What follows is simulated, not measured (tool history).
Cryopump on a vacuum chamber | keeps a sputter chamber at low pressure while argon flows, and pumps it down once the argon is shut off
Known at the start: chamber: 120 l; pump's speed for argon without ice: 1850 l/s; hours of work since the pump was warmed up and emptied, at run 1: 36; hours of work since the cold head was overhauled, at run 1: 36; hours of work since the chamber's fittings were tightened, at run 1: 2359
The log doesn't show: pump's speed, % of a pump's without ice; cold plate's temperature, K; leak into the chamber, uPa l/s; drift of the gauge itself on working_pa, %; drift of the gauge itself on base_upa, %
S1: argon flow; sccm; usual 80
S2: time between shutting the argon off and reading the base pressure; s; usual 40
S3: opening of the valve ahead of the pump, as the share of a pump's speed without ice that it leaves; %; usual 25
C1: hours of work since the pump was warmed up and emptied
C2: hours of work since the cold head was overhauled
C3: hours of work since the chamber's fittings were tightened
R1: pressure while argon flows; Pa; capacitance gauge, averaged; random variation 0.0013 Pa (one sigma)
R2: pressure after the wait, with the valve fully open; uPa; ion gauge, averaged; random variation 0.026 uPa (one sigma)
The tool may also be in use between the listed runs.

run,hour,S1,S2,S3,C1,C2,C3,R1,R2
1,0,80,40,25,36,36,2359,0.2951,1.88
2,40.4,80,40,25,55,55,2378,0.295,1.92
3,59.9,102,40,25,65,65,2388,0.375,1.85
4,101,102,40,25,85,85,2407,0.3776,1.84
5,141.4,80,40,25,104,104,2427,0.2955,1.84
6,170.5,80,40,25,118,118,2441,0.2968,1.91
7,209.8,80,40,25,137,137,2460,0.2958,1.93
8,236.1,80,40,25,150,150,2473,0.2967,1.92
9,273.3,80,40,25,168,168,2490,0.2963,1.95
10,291.7,80,37,25,177,177,2499,0.2974,2.09
11,316.8,106,40,25,189,189,2511,0.3963,2.02
12,344.1,80,40,25,202,202,2525,0.2993,1.93
13,381,80,40,25,220,220,2542,0.2997,2
14,403.9,80,40,25,231,231,2553,0.2997,1.95
15,438.8,80,40,25,247,247,2570,0.2981,1.96
16,476.7,80,40,25,266,266,2588,0.3004,1.96
17,507.9,53,40,25,281,281,2603,0.2005,1.97
18,551.2,80,40,30,302,302,2624,0.2521,2.07
19,593.7,80,40,30,322,322,2645,0.2532,2.07
20,619.9,80,121,25,335,335,2657,0.3021,1.41
21,644.3,53,121,26,346,346,2669,0.1936,1.44
22,687.7,80,37,25,367,367,2690,0.3024,2.15
23,712.2,80,37,25,379,379,2702,0.3055,2.09
24,747.2,110,79,19,396,396,2719,0.5444,1.56
25,771.9,55,93,25,408,408,2731,0.209,1.58
26,811.2,130,26,50,427,427,2750,0.258,2.65
27,847,130,26,50,444,444,2767,0.2581,2.64
28,870.9,65,27,39,456,456,2778,0.1633,2.65
29,906.3,65,27,39,473,473,2795,0.1638,2.64
30,925.8,65,27,39,482,482,2805,0.1652,2.66
31,945.9,65,64,39,492,492,2815,0.165,1.8
32,971.9,65,64,39,504,504,2827,0.1642,1.81
33,1008.2,65,64,39,522,522,2845,0.1667,1.92

Run 34 comes next. What will it give?
# hour 1018.1: pump warmed up, emptied and cooled again
34,1035,80,93,38,8,532,2855,?,?

R1: 0.1913 Pa
R2: 1.45 uPa
Without the tool's hidden state the same run would have given R1 0.1905 Pa, R2 0.6 uPa.

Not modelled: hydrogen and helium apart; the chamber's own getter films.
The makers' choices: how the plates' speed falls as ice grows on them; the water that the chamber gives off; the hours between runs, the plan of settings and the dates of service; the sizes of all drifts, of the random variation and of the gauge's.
